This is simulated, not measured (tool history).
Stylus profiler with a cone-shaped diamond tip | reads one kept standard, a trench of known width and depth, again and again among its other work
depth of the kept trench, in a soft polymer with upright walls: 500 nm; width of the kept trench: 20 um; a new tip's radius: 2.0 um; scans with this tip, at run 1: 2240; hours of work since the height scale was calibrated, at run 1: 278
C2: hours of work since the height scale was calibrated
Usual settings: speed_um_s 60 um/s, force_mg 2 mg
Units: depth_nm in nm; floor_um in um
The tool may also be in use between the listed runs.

Run 1, hour 0: usual settings; scans with this tip 2240; C2 278. Result: depth_nm 508.09 nm, floor_um 16.16 um.
Run 2, hour 101.6: usual settings; scans with this tip 2749; C2 341. Result: depth_nm 508.25 nm, floor_um 16.1 um.
Run 3, hour 213.1: usual settings; scans with this tip 3308; C2 411. Result: depth_nm 508.6 nm, floor_um 15.86 um.
Run 4, hour 310.8: usual settings; scans with this tip 3798; C2 472. Result: depth_nm 508.28 nm, floor_um 15.77 um.
Run 5, hour 418: usual settings but speed_um_s 57 um/s; scans with this tip 4335; C2 538. Result: depth_nm 508.68 nm, floor_um 15.68 um.
Run 6, hour 505: usual settings but speed_um_s 57 um/s; scans with this tip 4772; C2 593. Result: depth_nm 508.44 nm, floor_um 15.55 um.
Run 7, hour 566.9: usual settings; scans with this tip 5082; C2 631. Result: depth_nm 508.61 nm, floor_um 15.48 um.
Run 8, hour 632.2: usual settings but force_mg 3.84 mg; scans with this tip 5410; C2 672. Result: depth_nm 513.35 nm, floor_um 15.48 um.
Run 9, hour 686.8: usual settings but force_mg 3.84 mg; scans with this tip 5683; C2 706. Result: depth_nm 513.16 nm, floor_um 15.37 um.
Run 10, hour 782.8: usual settings but speed_um_s 81 um/s, force_mg 2.07 mg; scans with this tip 6164; C2 766. Result: depth_nm 509.22 nm, floor_um 15.08 um.
Run 11, hour 837.7: usual settings but speed_um_s 31 um/s, force_mg 1.46 mg; scans with this tip 6440; C2 800. Result: depth_nm 507.75 nm, floor_um 15.33 um.
Run 12, hour 925.8: usual settings but speed_um_s 31 um/s, force_mg 1.46 mg; scans with this tip 6882; C2 855. Result: depth_nm 507.65 nm, floor_um 15.16 um.
Run 13, hour 990.9: usual settings but speed_um_s 155 um/s, force_mg 1.17 mg; scans with this tip 7208; C2 895. Result: depth_nm 507.03 nm, floor_um 14.02 um.

The same runs without the tool's hidden state, with the same run-to-run variation:
The hidden state here: radius of the tip, um; height scale over the true one, %; drift of the gauge itself on depth_nm, %; drift of the gauge itself on floor_um, %.
run  depth_nm  floor_um
  1    507.53      16.9
  2    507.57        17
  3     507.8     16.92
  4    507.37     16.96
  5    507.65        17
  6    507.31     16.98
  7    507.42     16.97
  8    512.09     17.06
  9    511.83     17.02
 10     507.8     16.85
 11    506.28     17.16
 12    506.08     17.09
 13    505.39     16.03
